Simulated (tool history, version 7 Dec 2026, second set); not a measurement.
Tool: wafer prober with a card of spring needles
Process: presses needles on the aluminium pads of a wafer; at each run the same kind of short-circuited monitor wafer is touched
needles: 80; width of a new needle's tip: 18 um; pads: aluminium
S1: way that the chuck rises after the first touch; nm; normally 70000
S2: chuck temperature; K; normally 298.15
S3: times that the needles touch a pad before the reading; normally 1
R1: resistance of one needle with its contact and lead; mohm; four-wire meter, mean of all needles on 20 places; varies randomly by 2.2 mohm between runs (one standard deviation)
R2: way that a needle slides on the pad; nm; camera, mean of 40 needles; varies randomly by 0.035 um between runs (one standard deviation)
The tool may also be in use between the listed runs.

{"run": 1, "hour": 0.0, "S1": 70000, "S2": 298.15, "S3": 1, "R1": 246, "R2": 15270}
{"hour": 16.7, "done": "tips cleaned on abrasive film"}
{"run": 2, "hour": 38.0, "S1": 70000, "S2": 334.15, "S3": 1, "R1": 251, "R2": 15290}
{"hour": 42.8, "done": "tips cleaned on abrasive film"}
{"hour": 67.8, "done": "tips cleaned on abrasive film"}
{"run": 3, "hour": 74.6, "S1": 70000, "S2": 375.15, "S3": 1, "R1": 265, "R2": 15290}
{"hour": 92.5, "done": "tips cleaned on abrasive film"}
{"hour": 116.7, "done": "tips cleaned on abrasive film"}
{"run": 4, "hour": 116.7, "S1": 70000, "S2": 298.15, "S3": 1, "R1": 241, "R2": 15110}
{"hour": 144.0, "done": "tips cleaned on abrasive film"}
{"hour": 168.3, "done": "tips cleaned on abrasive film"}
{"run": 5, "hour": 177.5, "S1": 70000, "S2": 298.15, "S3": 1, "R1": 248, "R2": 15200}
{"hour": 195.2, "done": "tips cleaned on abrasive film"}
{"run": 6, "hour": 208.5, "S1": 70000, "S2": 298.15, "S3": 1, "R1": 243, "R2": 15210}
{"hour": 222.3, "done": "tips cleaned on abrasive film"}
{"hour": 250.6, "done": "tips cleaned on abrasive film"}
{"run": 7, "hour": 254.6, "S1": 70000, "S2": 298.15, "S3": 1, "R1": 243, "R2": 15180}
{"hour": 276.4, "done": "tips cleaned on abrasive film"}
{"run": 8, "hour": 283.3, "S1": 70000, "S2": 298.15, "S3": 1, "R1": 243, "R2": 15150}
{"hour": 302.5, "done": "tips cleaned on abrasive film"}
{"hour": 327.1, "done": "tips cleaned on abrasive film"}
{"run": 9, "hour": 342.0, "S1": 70000, "S2": 298.15, "S3": 1, "R1": 246, "R2": 15230}
{"hour": 353.3, "done": "tips cleaned on abrasive film"}
{"run": 10, "hour": 370.9, "S1": 70000, "S2": 298.15, "S3": 1, "R1": 246, "R2": 15170}
{"hour": 377.5, "done": "tips cleaned on abrasive film"}
{"hour": 403.5, "done": "tips cleaned on abrasive film"}
{"run": 11, "hour": 405.2, "S1": 70000, "S2": 326.15, "S3": 1, "R1": 250, "R2": 15200}
{"hour": 421.4, "done": "height of the first contact set anew"}
{"hour": 431.6, "done": "tips cleaned on abrasive film"}
{"hour": 457.4, "done": "tips cleaned on abrasive film"}
{"run": 12, "hour": 459.7, "S1": 70000, "S2": 303.15, "S3": 1, "R1": 243, "R2": 15160}
{"hour": 483.5, "done": "tips cleaned on abrasive film"}
{"run": 13, "hour": 492.0, "S1": 70000, "S2": 303.15, "S3": 1, "R1": 249, "R2": 15130}

The next listed run, before its measurement:
{"hour": 510.6, "done": "tips cleaned on abrasive film"}
{"run": 14, "hour": 517.7, "S1": 70000, "S2": 298.15, "S3": 2, "R1": "?", "R2": "?"}

{"run 14": {"R1": 244, "R2": 15180}}
With the hidden condition absent and the run-to-run variation left alone, this run would have shown R1 243 mohm, R2 15340 nm.
